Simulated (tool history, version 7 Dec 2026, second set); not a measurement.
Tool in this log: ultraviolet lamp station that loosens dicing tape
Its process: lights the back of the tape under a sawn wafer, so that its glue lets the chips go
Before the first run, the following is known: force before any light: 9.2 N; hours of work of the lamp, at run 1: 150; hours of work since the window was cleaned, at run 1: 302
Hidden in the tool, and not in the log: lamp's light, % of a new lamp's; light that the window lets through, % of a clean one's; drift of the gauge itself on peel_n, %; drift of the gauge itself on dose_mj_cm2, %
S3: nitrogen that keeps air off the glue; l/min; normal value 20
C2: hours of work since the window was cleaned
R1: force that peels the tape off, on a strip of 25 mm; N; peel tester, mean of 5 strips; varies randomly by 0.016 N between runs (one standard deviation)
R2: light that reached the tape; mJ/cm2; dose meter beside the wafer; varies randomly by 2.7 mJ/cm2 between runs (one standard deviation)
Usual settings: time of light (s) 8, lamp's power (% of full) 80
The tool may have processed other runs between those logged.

{"run": 1, "hour": 0.0, "time of light (s)": 8, "lamp's power (% of full)": 80, "S3": 20, "hours of work of the lamp": 150, "C2": 302, "R1": 1.06, "R2": 303}
{"run": 2, "hour": 7.0, "time of light (s)": 8, "lamp's power (% of full)": 80, "S3": 20, "hours of work of the lamp": 155, "C2": 307, "R1": 1.094, "R2": 304}
{"run": 3, "hour": 11.6, "time of light (s)": 13, "lamp's power (% of full)": 80, "S3": 20, "hours of work of the lamp": 159, "C2": 310, "R1": 0.347, "R2": 487}
{"run": 4, "hour": 16.2, "time of light (s)": 13, "lamp's power (% of full)": 80, "S3": 20, "hours of work of the lamp": 162, "C2": 313, "R1": 0.348, "R2": 486}
{"run": 5, "hour": 22.7, "time of light (s)": 8, "lamp's power (% of full)": 80, "S3": 20, "hours of work of the lamp": 166, "C2": 318, "R1": 1.027, "R2": 302}
{"run": 6, "hour": 31.6, "time of light (s)": 8, "lamp's power (% of full)": 80, "S3": 20, "hours of work of the lamp": 173, "C2": 324, "R1": 1.088, "R2": 297}
{"run": 7, "hour": 38.0, "time of light (s)": 8, "lamp's power (% of full)": 80, "S3": 20, "hours of work of the lamp": 177, "C2": 329, "R1": 1.094, "R2": 298}
{"run": 8, "hour": 47.7, "time of light (s)": 8, "lamp's power (% of full)": 80, "S3": 20, "hours of work of the lamp": 184, "C2": 336, "R1": 1.079, "R2": 298}
{"run": 9, "hour": 52.1, "time of light (s)": 8, "lamp's power (% of full)": 80, "S3": 20, "hours of work of the lamp": 187, "C2": 339, "R1": 1.133, "R2": 293}
{"run": 10, "hour": 58.8, "time of light (s)": 8, "lamp's power (% of full)": 80, "S3": 8, "hours of work of the lamp": 192, "C2": 344, "R1": 1.624, "R2": 294}
{"run": 11, "hour": 68.8, "time of light (s)": 8, "lamp's power (% of full)": 80, "S3": 8, "hours of work of the lamp": 199, "C2": 351, "R1": 1.627, "R2": 290}
{"run": 12, "hour": 73.3, "time of light (s)": 8, "lamp's power (% of full)": 80, "S3": 8, "hours of work of the lamp": 203, "C2": 354, "R1": 1.667, "R2": 293}
{"run": 13, "hour": 79.6, "time of light (s)": 8, "lamp's power (% of full)": 80, "S3": 8, "hours of work of the lamp": 207, "C2": 358, "R1": 1.665, "R2": 290}
{"run": 14, "hour": 84.8, "time of light (s)": 8, "lamp's power (% of full)": 80, "S3": 20, "hours of work of the lamp": 211, "C2": 362, "R1": 1.124, "R2": 289}
{"run": 15, "hour": 91.7, "time of light (s)": 8, "lamp's power (% of full)": 85, "S3": 20, "hours of work of the lamp": 216, "C2": 367, "R1": 0.993, "R2": 308}
{"run": 16, "hour": 97.1, "time of light (s)": 8, "lamp's power (% of full)": 80, "S3": 20, "hours of work of the lamp": 220, "C2": 371, "R1": 1.184, "R2": 289}
{"run": 17, "hour": 105.6, "time of light (s)": 8, "lamp's power (% of full)": 80, "S3": 20, "hours of work of the lamp": 226, "C2": 377, "R1": 1.163, "R2": 286}
{"run": 18, "hour": 113.5, "time of light (s)": 8, "lamp's power (% of full)": 80, "S3": 20, "hours of work of the lamp": 231, "C2": 383, "R1": 1.175, "R2": 282}
{"run": 19, "hour": 121.9, "time of light (s)": 8, "lamp's power (% of full)": 80, "S3": 14, "hours of work of the lamp": 237, "C2": 389, "R1": 1.386, "R2": 281}
{"run": 20, "hour": 128.2, "time of light (s)": 14, "lamp's power (% of full)": 80, "S3": 20, "hours of work of the lamp": 242, "C2": 393, "R1": 0.326, "R2": 495}
{"run": 21, "hour": 137.1, "time of light (s)": 14, "lamp's power (% of full)": 80, "S3": 20, "hours of work of the lamp": 248, "C2": 399, "R1": 0.342, "R2": 492}
{"run": 22, "hour": 144.7, "time of light (s)": 7, "lamp's power (% of full)": 72, "S3": 18, "hours of work of the lamp": 253, "C2": 405, "R1": 1.892, "R2": 220}
{"run": 23, "hour": 152.4, "time of light (s)": 9, "lamp's power (% of full)": 81, "S3": 6, "hours of work of the lamp": 259, "C2": 410, "R1": 1.701, "R2": 321}
{"run": 24, "hour": 162.1, "time of light (s)": 8, "lamp's power (% of full)": 80, "S3": 8, "hours of work of the lamp": 266, "C2": 417, "R1": 1.834, "R2": 281}
{"run": 25, "hour": 167.3, "time of light (s)": 9, "lamp's power (% of full)": 69, "S3": 8, "hours of work of the lamp": 270, "C2": 421, "R1": 1.919, "R2": 270}
{"run": 26, "hour": 174.1, "time of light (s)": 6, "lamp's power (% of full)": 80, "S3": 11, "hours of work of the lamp": 274, "C2": 426, "R1": 2.324, "R2": 209}
{"hour": 175.5, "done": "window cleaned of glue's vapour"}
{"run": 27, "hour": 178.9, "time of light (s)": 6, "lamp's power (% of full)": 80, "S3": 11, "hours of work of the lamp": 278, "C2": 2, "R1": 2.61, "R2": 197}
{"run": 28, "hour": 184.0, "time of light (s)": 8, "lamp's power (% of full)": 83, "S3": 20, "hours of work of the lamp": 281, "C2": 6, "R1": 1.325, "R2": 270}
{"run": 29, "hour": 191.5, "time of light (s)": 8, "lamp's power (% of full)": 67, "S3": 29, "hours of work of the lamp": 287, "C2": 11, "R1": 1.586, "R2": 216}
{"run": 30, "hour": 201.4, "time of light (s)": 8, "lamp's power (% of full)": 80, "S3": 24, "hours of work of the lamp": 294, "C2": 19, "R1": 1.335, "R2": 262}
{"run": 31, "hour": 208.2, "time of light (s)": 10, "lamp's power (% of full)": 85, "S3": 24, "hours of work of the lamp": 298, "C2": 23, "R1": 0.731, "R2": 344}
{"run": 32, "hour": 216.5, "time of light (s)": 5, "lamp's power (% of full)": 95, "S3": 17, "hours of work of the lamp": 304, "C2": 29, "R1": 2.386, "R2": 191}
{"run": 33, "hour": 221.6, "time of light (s)": 5, "lamp's power (% of full)": 95, "S3": 17, "hours of work of the lamp": 308, "C2": 33, "R1": 2.332, "R2": 190}
{"run": 34, "hour": 227.9, "time of light (s)": 5, "lamp's power (% of full)": 95, "S3": 17, "hours of work of the lamp": 313, "C2": 37, "R1": 2.295, "R2": 188}
{"hour": 230.1, "done": "window cleaned of glue's vapour, once more"}
{"run": 35, "hour": 237.0, "time of light (s)": 5, "lamp's power (% of full)": 95, "S3": 17, "hours of work of the lamp": 319, "C2": 5, "R1": 1.86, "R2": 225}
{"run": 36, "hour": 247.2, "time of light (s)": 9, "lamp's power (% of full)": 77, "S3": 20, "hours of work of the lamp": 326, "C2": 12, "R1": 0.942, "R2": 330}
{"run": 37, "hour": 253.0, "time of light (s)": 14, "lamp's power (% of full)": 64, "S3": 34, "hours of work of the lamp": 330, "C2": 16, "R1": 0.389, "R2": 423}
{"run": 38, "hour": 259.4, "time of light (s)": 14, "lamp's power (% of full)": 64, "S3": 34, "hours of work of the lamp": 335, "C2": 21, "R1": 0.397, "R2": 423}
{"run": 39, "hour": 263.9, "time of light (s)": 14, "lamp's power (% of full)": 64, "S3": 34, "hours of work of the lamp": 338, "C2": 24, "R1": 0.41, "R2": 418}
{"run": 40, "hour": 269.9, "time of light (s)": 7, "lamp's power (% of full)": 89, "S3": 20, "hours of work of the lamp": 342, "C2": 28, "R1": 1.091, "R2": 291}
{"run": 41, "hour": 280.1, "time of light (s)": 10, "lamp's power (% of full)": 98, "S3": 20, "hours of work of the lamp": 349, "C2": 36, "R1": 0.417, "R2": 452}
{"run": 42, "hour": 287.3, "time of light (s)": 10, "lamp's power (% of full)": 94, "S3": 36, "hours of work of the lamp": 355, "C2": 41, "R1": 0.344, "R2": 436}

Results for each run, recomputed without the tool's hidden state and with each run's random variation untouched:
run=1 R1=0.777 R2=350
run=2 R1=0.794 R2=353
run=3 R1=0.244 R2=568
run=4 R1=0.246 R2=567
run=5 R1=0.733 R2=353
run=6 R1=0.771 R2=350
run=7 R1=0.770 R2=352
run=8 R1=0.751 R2=354
run=9 R1=0.786 R2=349
run=10 R1=1.186 R2=351
run=11 R1=1.178 R2=348
run=12 R1=1.204 R2=352
run=13 R1=1.193 R2=350
run=14 R1=0.755 R2=350
run=15 R1=0.651 R2=373
run=16 R1=0.787 R2=352
run=17 R1=0.762 R2=350
run=18 R1=0.767 R2=347
run=19 R1=0.920 R2=347
run=20 R1=0.204 R2=613
run=21 R1=0.215 R2=611
run=22 R1=1.302 R2=274
run=23 R1=1.133 R2=402
run=24 R1=1.231 R2=353
run=25 R1=1.296 R2=340
run=26 R1=1.653 R2=264
run=27 R1=1.728 R2=263
run=28 R1=0.724 R2=363
run=29 R1=0.910 R2=291
run=30 R1=0.717 R2=353
run=31 R1=0.358 R2=466
run=32 R1=1.486 R2=261
run=33 R1=1.445 R2=260
run=34 R1=1.417 R2=258
run=35 R1=1.467 R2=260
run=36 R1=0.680 R2=383
run=37 R1=0.272 R2=491
run=38 R1=0.276 R2=493
run=39 R1=0.285 R2=488
run=40 R1=0.784 R2=341
run=41 R1=0.283 R2=533
run=42 R1=0.234 R2=516

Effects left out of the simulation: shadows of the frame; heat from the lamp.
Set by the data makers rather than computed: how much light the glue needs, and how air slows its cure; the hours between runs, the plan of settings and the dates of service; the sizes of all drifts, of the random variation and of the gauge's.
